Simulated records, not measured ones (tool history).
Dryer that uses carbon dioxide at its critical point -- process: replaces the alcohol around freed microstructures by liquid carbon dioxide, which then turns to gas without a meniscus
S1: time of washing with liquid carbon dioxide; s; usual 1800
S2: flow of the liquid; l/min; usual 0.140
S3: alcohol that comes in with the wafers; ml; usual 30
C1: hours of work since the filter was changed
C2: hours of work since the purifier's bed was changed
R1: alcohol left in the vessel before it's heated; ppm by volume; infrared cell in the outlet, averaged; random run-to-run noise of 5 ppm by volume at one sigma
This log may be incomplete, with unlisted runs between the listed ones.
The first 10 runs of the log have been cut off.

| run | hour | S1 | S2 | S3 | C1 | C2 | R1 |
|---|---|---|---|---|---|---|---|
|  | 330.8 | purifier's bed changed |
| 11 | 350.8 | 1800 | 0.140 | 30 | 396 | 11 | 90 |
| 12 | 389.5 | 1800 | 0.140 | 30 | 416 | 31 | 99 |
| 13 | 418.2 | 1800 | 0.140 | 30 | 432 | 47 | 111 |
| 14 | 452.9 | 1800 | 0.140 | 30 | 450 | 65 | 118 |
| 15 | 487.7 | 1800 | 0.140 | 30 | 469 | 84 | 130 |
|  | 492.0 | inlet filter changed |
| 16 | 524.6 | 1800 | 0.140 | 30 | 17 | 103 | 71 |
| 17 | 549.6 | 1800 | 0.140 | 30 | 31 | 117 | 75 |
| 18 | 591.0 | 1800 | 0.140 | 30 | 53 | 139 | 95 |
| 19 | 614.8 | 1800 | 0.140 | 64 | 66 | 152 | 131 |
| 20 | 653.9 | 1260 | 0.140 | 30 | 87 | 173 | 386 |
| 21 | 695.6 | 1440 | 0.140 | 30 | 109 | 195 | 228 |
| 22 | 738.5 | 1200 | 0.140 | 30 | 132 | 218 | 545 |
| 23 | 773.2 | 1200 | 0.140 | 30 | 151 | 236 | 558 |
| 24 | 814.9 | 1800 | 0.151 | 86 | 173 | 259 | 166 |
| 25 | 857.8 | 1800 | 0.157 | 29 | 196 | 282 | 123 |
| 26 | 895.3 | 1800 | 0.157 | 29 | 216 | 302 | 139 |
| 27 | 916.0 | 1800 | 0.157 | 29 | 227 | 313 | 129 |
| 28 | 946.4 | 1620 | 0.186 | 51 | 243 | 329 | 144 |
| 29 | 975.6 | 2220 | 0.186 | 51 | 259 | 345 | 136 |
| 30 | 1010.0 | 1260 | 0.125 | 31 | 277 | 363 | 962 |
| 31 | 1053.9 | 2160 | 0.104 | 90 | 301 | 387 | 572 |
| 32 | 1096.0 | 2160 | 0.104 | 90 | 323 | 409 | 616 |
| 33 | 1135.4 | 1320 | 0.140 | 53 | 345 | 430 | 887 |
| 34 | 1163.4 | 1860 | 0.131 | 86 | 360 | 445 | 439 |
| 35 | 1199.7 | 2640 | 0.187 | 112 | 379 | 465 | 170 |

Run 36 comes next. What will it give?
| 36 | 1220.9 | 1920 | 0.113 | 112 | 390 | 476 | ? |

{"run 36": {"R1": 958}}
On a tool with no hidden condition, and with the same random variation, this run would have come out at R1 333 ppm by volume.

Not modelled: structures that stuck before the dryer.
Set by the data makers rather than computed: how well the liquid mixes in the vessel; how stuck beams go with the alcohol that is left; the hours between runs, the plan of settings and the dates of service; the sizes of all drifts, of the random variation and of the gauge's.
